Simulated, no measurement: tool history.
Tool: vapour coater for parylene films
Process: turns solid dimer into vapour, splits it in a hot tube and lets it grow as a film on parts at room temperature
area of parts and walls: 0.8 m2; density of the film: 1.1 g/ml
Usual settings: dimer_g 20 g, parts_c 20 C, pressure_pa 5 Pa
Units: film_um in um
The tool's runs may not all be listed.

Run 1, hour 0: usual settings. Result: film_um 15.62 um.
Run 2, hour 13.7: usual settings. Result: film_um 15.71 um.
Run 3, hour 23: usual settings. Result: film_um 15.93 um.
Run 4, hour 33.3: usual settings. Result: film_um 15.54 um.
Run 5, hour 55.8: usual settings. Result: film_um 15.62 um.
Run 6, hour 69.5: usual settings. Result: film_um 15.54 um.
Run 7, hour 83.1: usual settings. Result: film_um 15.36 um.
Run 8, hour 105.7: usual settings but pressure_pa 6 Pa. Result: film_um 15.41 um.
Run 9, hour 118.2: usual settings but parts_c 23 C, pressure_pa 2.39 Pa. Result: film_um 14.43 um.
Run 10, hour 128.6: usual settings but parts_c 23 C, pressure_pa 2.39 Pa. Result: film_um 14.54 um.
Run 11, hour 147.2: usual settings but dimer_g 23 g, parts_c 15 C, pressure_pa 8.13 Pa. Result: film_um 21.13 um.
Run 12, hour 167: usual settings but dimer_g 23 g, parts_c 15 C, pressure_pa 8.13 Pa. Result: film_um 20.97 um.
Run 13, hour 183.4: usual settings but dimer_g 23 g, parts_c 15 C, pressure_pa 8.13 Pa. Result: film_um 21.21 um.
Run 14, hour 194.8: usual settings but dimer_g 23 g, parts_c 15 C, pressure_pa 8.13 Pa. Result: film_um 20.95 um.

The next listed run, before its measurement:
Run 15, hour 211.4: usual settings but dimer_g 23 g, parts_c 12 C, pressure_pa 6.81 Pa. Result: film_um ?.

Run 15 gave film_um 23.72 um.
Without the tool's hidden state the same run would have given film_um 25.54 um.
